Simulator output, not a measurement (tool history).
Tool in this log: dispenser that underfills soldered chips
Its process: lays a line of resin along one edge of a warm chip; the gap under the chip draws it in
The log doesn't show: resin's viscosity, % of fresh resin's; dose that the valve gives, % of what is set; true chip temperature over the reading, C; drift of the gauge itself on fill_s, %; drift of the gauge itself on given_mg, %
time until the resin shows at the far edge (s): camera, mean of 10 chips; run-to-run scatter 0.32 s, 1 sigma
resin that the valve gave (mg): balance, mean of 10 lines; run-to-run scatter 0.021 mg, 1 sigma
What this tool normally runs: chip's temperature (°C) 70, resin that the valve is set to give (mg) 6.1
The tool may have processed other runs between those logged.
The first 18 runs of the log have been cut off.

run	hour	chip's temperature (°C)	resin that the valve is set to give (mg)	hours of work since the syringe was changed	hours of work since the valve was cleaned	hours of work since the stage was calibrated	time until the resin shows at the far edge (s)	resin that the valve gave (mg)
# hour 219: dispensing valve cleaned and set on the balance
19	220.4	62	5.36	10	1	277	23.4	5.36
# hour 223.2: new syringe of resin
20	227.6	85	6.68	3	6	281	6.8	6.65
21	234.8	85	6.68	8	10	286	9.3	6.64
# hour 240.7: new syringe of resin
22	249.6	83	5.22	6	20	296	8.6	5.16
# hour 257.6: new syringe of resin
23	263.6	60	7.43	4	30	305	18.7	7.2
# hour 275.3: new syringe of resin
24	279	82	5.89	3	40	316	7.6	5.72
25	289.5	74	7	10	47	323	14.1	6.72
# hour 293.3: new syringe of resin
26	298.8	66	7	4	53	329	14.3	6.69
# hour 307.2: dispensing valve cleaned and set on the balance
# hour 311.4: new syringe of resin
27	313.9	66	6.9	2	4	338	13.5	6.89

Run 28, settings as shown, results not yet in. Your forecast:
# hour 328.6: new syringe of resin
28	329.3	56	7.29	0	15	349	?	?

Run 28 came out at time until the resin shows at the far edge (s) 18.1, resin that the valve gave (mg) 7.24.
Take away the tool's hidden state, keep the run-to-run variation as it was, and the same run would have given time until the resin shows at the far edge (s) 18.9, resin that the valve gave (mg) 7.3.
